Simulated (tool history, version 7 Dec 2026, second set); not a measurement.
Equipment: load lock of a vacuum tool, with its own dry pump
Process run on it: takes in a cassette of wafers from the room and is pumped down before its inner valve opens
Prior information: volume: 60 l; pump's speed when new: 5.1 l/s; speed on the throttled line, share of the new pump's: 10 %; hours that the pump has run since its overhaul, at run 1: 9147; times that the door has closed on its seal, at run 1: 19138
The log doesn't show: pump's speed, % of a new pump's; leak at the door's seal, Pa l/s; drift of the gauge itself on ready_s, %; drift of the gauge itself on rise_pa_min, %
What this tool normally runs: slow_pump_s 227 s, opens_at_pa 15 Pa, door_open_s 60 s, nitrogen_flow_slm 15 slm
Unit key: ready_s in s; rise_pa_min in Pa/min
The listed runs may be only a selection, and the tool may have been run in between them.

| run | hour | slow_pump_s | opens_at_pa | door_open_s | nitrogen_flow_slm | hours that the pump has run since its overhaul | times that the door has closed on its seal | incoming humidity of the room's air, % | ready_s | rise_pa_min |
|---|---|---|---|---|---|---|---|---|---|---|
| 1 | 0 | 227 | 15 | 60 | 15 | 9147 | 19138 | 43.3 | 322.2 | 0.149 |
| 2 | 330.4 | 227 | 15 | 60 | 15 | 9478 | 20437 | 47.5 | 323.6 | 0.171 |
| 3 | 771.6 | 227 | 15 | 60 | 15 | 9919 | 22172 | 45.7 | 317.7 | 0.181 |
| 4 | 1065.3 | 227 | 15 | 60 | 15 | 10213 | 23327 | 41.9 | 324 | 0.192 |
| 5 | 1476.7 | 227 | 15 | 60 | 5 | 10624 | 24944 | 44.4 | 322 | 0.222 |
| 6 | 2077.6 | 227 | 15 | 60 | 5 | 11225 | 27307 | 44.9 | 322.6 | 0.256 |
| 7 | 2586 | 227 | 15 | 173 | 15 | 11733 | 29306 | 46.1 | 323.2 | 0.289 |
| 8 | 3016.9 | 227 | 15 | 173 | 15 | 12164 | 31000 | 46.2 | 325 | 0.313 |
| 9 | 3306.2 | 227 | 15 | 173 | 15 | 12453 | 32137 | 43.3 | 324.4 | 0.326 |
| 10 | 3770.3 | 227 | 15 | 60 | 15 | 12918 | 33962 | 46.8 | 323.3 | 0.333 |
| 11 | 4357.1 | 227 | 15 | 50 | 9 | 13504 | 36269 | 44.4 | 324.9 | 0.364 |
| 12 | 4705.1 | 165 | 11 | 86 | 9 | 13852 | 37638 | 47 | 279.2 | 0.409 |
| 13 | 5048.4 | 140 | 11 | 86 | 8 | 14196 | 38987 | 48.6 | 257.9 | 0.434 |
| 14 | 5485.8 | 267 | 27 | 60 | 25 | 14633 | 40707 | 46.1 | 354.3 | 0.419 |
| 15 | 6045.6 | 267 | 27 | 137 | 8 | 15193 | 42908 | 43.6 | 356.9 | 0.493 |
| 16 | 6555 | 267 | 27 | 137 | 8 | 15702 | 44911 | 45.7 | 357.9 | 0.527 |
|  | 6919.1 | door's seal changed, seat wiped |
| 17 | 7117.4 | 267 | 20 | 137 | 8 | 16263 | 779 | 48.2 | 364.8 | 0.094 |
| 18 | 7585.9 | 267 | 20 | 137 | 8 | 16732 | 2621 | 41.7 | 359.9 | 0.087 |
| 19 | 8133.2 | 227 | 30 | 57 | 15 | 17279 | 4773 | 44.6 | 326.8 | 0.066 |

Branching from run 19: 5 alternative next runs. What would each branch give?
| A | 8447.9 | 146 | 24 | 45 | 15 | 17594 | 6010 | 44.1 | ? | ? |
| B | 8447.9 | 146 | 21 | 60 | 8 | 17594 | 6010 | 46 | ? | ? |
| C | 8447.9 | 218 | 15 | 32 | 15 | 17594 | 6010 | 45.2 | ? | ? |
| D | 8447.9 | 123 | 26 | 60 | 21 | 17594 | 6010 | 40.2 | ? | ? |
| E | 8447.9 | 227 | 15 | 38 | 29 | 17594 | 6010 | 45.8 | ? | ? |

| run | ready_s | rise_pa_min |
|---|---|---|
| A | 255.5 | 0.07 |
| B | 256.3 | 0.08 |
| C | 325.6 | 0.063 |
| D | 235.3 | 0.065 |
| E | 335.1 | 0.059 |
With no hidden state in the tool, these same runs would have given:
| run | ready_s | rise_pa_min |
|---|---|---|
| A | 229 | 0.044 |
| B | 229.4 | 0.055 |
| C | 299.3 | 0.038 |
| D | 208.3 | 0.039 |
| E | 309 | 0.034 |
